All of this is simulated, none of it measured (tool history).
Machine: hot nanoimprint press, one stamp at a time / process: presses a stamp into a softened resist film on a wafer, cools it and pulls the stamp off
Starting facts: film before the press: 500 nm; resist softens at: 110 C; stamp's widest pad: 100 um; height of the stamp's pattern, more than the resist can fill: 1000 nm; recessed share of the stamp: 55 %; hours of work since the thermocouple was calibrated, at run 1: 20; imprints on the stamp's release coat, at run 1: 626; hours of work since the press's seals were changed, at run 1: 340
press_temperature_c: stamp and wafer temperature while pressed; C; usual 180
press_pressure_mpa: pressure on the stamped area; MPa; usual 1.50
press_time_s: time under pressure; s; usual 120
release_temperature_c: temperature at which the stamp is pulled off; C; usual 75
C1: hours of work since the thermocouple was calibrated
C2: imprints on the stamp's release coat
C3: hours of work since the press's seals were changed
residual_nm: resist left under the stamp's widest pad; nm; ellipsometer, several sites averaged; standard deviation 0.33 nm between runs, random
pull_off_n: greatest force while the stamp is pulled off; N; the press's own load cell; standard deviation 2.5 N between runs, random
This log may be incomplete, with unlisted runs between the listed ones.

{"run": 1, "day": 0.0, "press_temperature_c": 180, "press_pressure_mpa": 1.5, "press_time_s": 120, "release_temperature_c": 75, "C1": 20, "C2": 626, "C3": 340, "residual_nm": 264.2, "pull_off_n": 239}
{"run": 2, "day": 0.654, "press_temperature_c": 180, "press_pressure_mpa": 1.5, "press_time_s": 120, "release_temperature_c": 75, "C1": 30, "C2": 659, "C3": 350, "residual_nm": 264.4, "pull_off_n": 235}
{"run": 3, "day": 1.362, "press_temperature_c": 179, "press_pressure_mpa": 1.5, "press_time_s": 120, "release_temperature_c": 75, "C1": 41, "C2": 693, "C3": 361, "residual_nm": 274.3, "pull_off_n": 240}
{"run": 4, "day": 1.883, "press_temperature_c": 179, "press_pressure_mpa": 1.5, "press_time_s": 120, "release_temperature_c": 75, "C1": 49, "C2": 719, "C3": 369, "residual_nm": 273.9, "pull_off_n": 242}
{"run": 5, "day": 2.825, "press_temperature_c": 179, "press_pressure_mpa": 1.5, "press_time_s": 120, "release_temperature_c": 75, "C1": 64, "C2": 765, "C3": 384, "residual_nm": 274.2, "pull_off_n": 239}
{"run": 6, "day": 3.288, "press_temperature_c": 179, "press_pressure_mpa": 1.5, "press_time_s": 120, "release_temperature_c": 75, "C1": 71, "C2": 787, "C3": 391, "residual_nm": 273.7, "pull_off_n": 242}
{"run": 7, "day": 3.8, "press_temperature_c": 179, "press_pressure_mpa": 1.5, "press_time_s": 120, "release_temperature_c": 75, "C1": 79, "C2": 813, "C3": 399, "residual_nm": 273.4, "pull_off_n": 243}
{"run": 8, "day": 4.346, "press_temperature_c": 177, "press_pressure_mpa": 1.5, "press_time_s": 120, "release_temperature_c": 75, "C1": 87, "C2": 839, "C3": 407, "residual_nm": 293.8, "pull_off_n": 242}
{"run": 9, "day": 4.904, "press_temperature_c": 180, "press_pressure_mpa": 1.28, "press_time_s": 120, "release_temperature_c": 75, "C1": 96, "C2": 867, "C3": 416, "residual_nm": 281.1, "pull_off_n": 243}
{"day": 5.096, "done": "plate thermocouple calibrated"}
{"run": 10, "day": 6.071, "press_temperature_c": 180, "press_pressure_mpa": 1.28, "press_time_s": 120, "release_temperature_c": 75, "C1": 15, "C2": 918, "C3": 431, "residual_nm": 280.1, "pull_off_n": 242}
{"run": 11, "day": 6.679, "press_temperature_c": 180, "press_pressure_mpa": 1.28, "press_time_s": 120, "release_temperature_c": 75, "C1": 24, "C2": 947, "C3": 441, "residual_nm": 280.1, "pull_off_n": 244}
{"day": 6.933, "done": "plate thermocouple calibrated, once more"}
{"run": 12, "day": 7.242, "press_temperature_c": 180, "press_pressure_mpa": 1.28, "press_time_s": 120, "release_temperature_c": 75, "C1": 5, "C2": 969, "C3": 447, "residual_nm": 281.9, "pull_off_n": 248}
{"run": 13, "day": 8.221, "press_temperature_c": 180, "press_pressure_mpa": 1.28, "press_time_s": 120, "release_temperature_c": 75, "C1": 20, "C2": 1017, "C3": 463, "residual_nm": 281.6, "pull_off_n": 247}
{"run": 14, "day": 8.912, "press_temperature_c": 180, "press_pressure_mpa": 1.5, "press_time_s": 157, "release_temperature_c": 75, "C1": 30, "C2": 1051, "C3": 473, "residual_nm": 240.3, "pull_off_n": 244}
{"run": 15, "day": 9.738, "press_temperature_c": 180, "press_pressure_mpa": 1.5, "press_time_s": 157, "release_temperature_c": 75, "C1": 43, "C2": 1091, "C3": 486, "residual_nm": 240.8, "pull_off_n": 247}
{"run": 16, "day": 10.317, "press_temperature_c": 186, "press_pressure_mpa": 1.5, "press_time_s": 120, "release_temperature_c": 75, "C1": 52, "C2": 1119, "C3": 495, "residual_nm": 210.1, "pull_off_n": 245}

What will run 17 give?
{"run": 17, "day": 11.146, "press_temperature_c": 186, "press_pressure_mpa": 1.5, "press_time_s": 120, "release_temperature_c": 75, "C1": 65, "C2": 1160, "C3": 507, "residual_nm": "?", "pull_off_n": "?"}

Run 17 came out at residual_nm 210.0 nm, pull_off_n 249 N.
On a tool with no hidden condition, and with the same random variation, this run would have come out at residual_nm 208.9 nm, pull_off_n 218 N.
